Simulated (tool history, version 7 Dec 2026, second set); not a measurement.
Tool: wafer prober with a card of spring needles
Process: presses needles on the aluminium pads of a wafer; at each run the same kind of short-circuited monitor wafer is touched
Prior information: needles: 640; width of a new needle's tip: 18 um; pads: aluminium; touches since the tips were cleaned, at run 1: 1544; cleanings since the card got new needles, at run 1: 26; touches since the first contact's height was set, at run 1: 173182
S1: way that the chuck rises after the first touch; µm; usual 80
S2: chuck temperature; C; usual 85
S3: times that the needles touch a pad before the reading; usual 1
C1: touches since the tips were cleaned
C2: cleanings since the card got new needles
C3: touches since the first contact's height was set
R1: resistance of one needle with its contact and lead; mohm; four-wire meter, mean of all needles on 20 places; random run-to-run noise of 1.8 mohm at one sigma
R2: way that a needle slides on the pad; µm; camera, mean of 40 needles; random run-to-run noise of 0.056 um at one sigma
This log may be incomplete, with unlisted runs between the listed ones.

run    day  S1   S2  S3    C1  C2      C3   R1     R2
  1      0  80   85   1  1544  26  173182  195  14.05
  2  0.475  80   85   1  5433  26  177071  191  13.97
     0.567  -- tips cleaned on abrasive film
  3  1.017  80   85   1  3693  27  181455  192  13.97
     1.296  -- tips cleaned on abrasive film
  4  1.496  80   85   1  1642  28  185321  195  14.07
  5  1.983  80   85   1  5612  28  189291  195  14.01
     2.029  -- tips cleaned on abrasive film
  6  2.433  80   85   1  3312  29  192952  188  13.96
  7  2.725  80   99   1  5693  29  195333  193  13.92
     2.771  -- tips cleaned on abrasive film
  8  2.983  80   99   1  1732  30  197403  194  14.02
  9  3.258  80   85   2  3960  30  199631  192  13.95
     3.508  -- tips cleaned on abrasive film
 10  3.812  80   85   1  2461  31  204118  195  14.14
 11  4.046  80   85   1  4372  31  206029  192  13.94
     4.225  -- tips cleaned on abrasive film
 12  4.312  71   85   1   702  32  208166  196  12.42
 13  4.804  63   60   2  4716  32  212180  192  10.93
     4.971  -- tips cleaned on abrasive film
 14  5.142  80   57   2  1393  33  214926  188  13.95
 15  5.454  80   57   2  3928  33  217461  187  14.08
     5.729  -- tips cleaned on abrasive film
 16    5.9  80   57   2  1392  34  221061  184  14.01
 17  6.258  97   27   2  4337  34  224006  182  16.98
     6.471  -- tips cleaned on abrasive film
 18  6.692  80   36   1  1791  35  227488  186  13.97
 19  6.938  66   85   2  3812  35  229509  191  11.56
     7.196  -- tips cleaned on abrasive film
     7.246  -- height of the first contact set anew
 20  7.429  66   63   1  1799  36    1473  189  11.59
 21  7.858  66   63   1  5304  36    4978  190   11.5
      7.95  -- tips cleaned on abrasive film
 22  8.425  80   48   1  3848  37    9560  186  13.95
     8.667  -- tips cleaned on abrasive film
 23   8.75  85  106   1   705  38   12212  197  14.86
 24  9.179  95   64   1  4197  38   15704  188  16.64

Consider 4 possible next runs. They are alternatives, not a sequence: every one starts from the tool as it was left by run 24. What does each give?
       9.4  -- tips cleaned on abrasive film
  A  9.517  91  37   1  936  39  18414   ?   ?
       9.4  -- tips cleaned on abrasive film
  B  9.517  95  51   1  936  39  18414   ?   ?
       9.4  -- tips cleaned on abrasive film
  C  9.517  74  50   1  936  39  18414   ?   ?
       9.4  -- tips cleaned on abrasive film
  D  9.517  75  64   1  936  39  18414   ?   ?

run   R1     R2
  A  184  15.91
  B  182  16.56
  C  185  12.99
  D  190   13.1
Take away the tool's hidden state, keep each run's random variation, and the runs would have read:
run   R1     R2
  A  183  15.91
  B  182  16.56
  C  185  12.99
  D  190   13.1
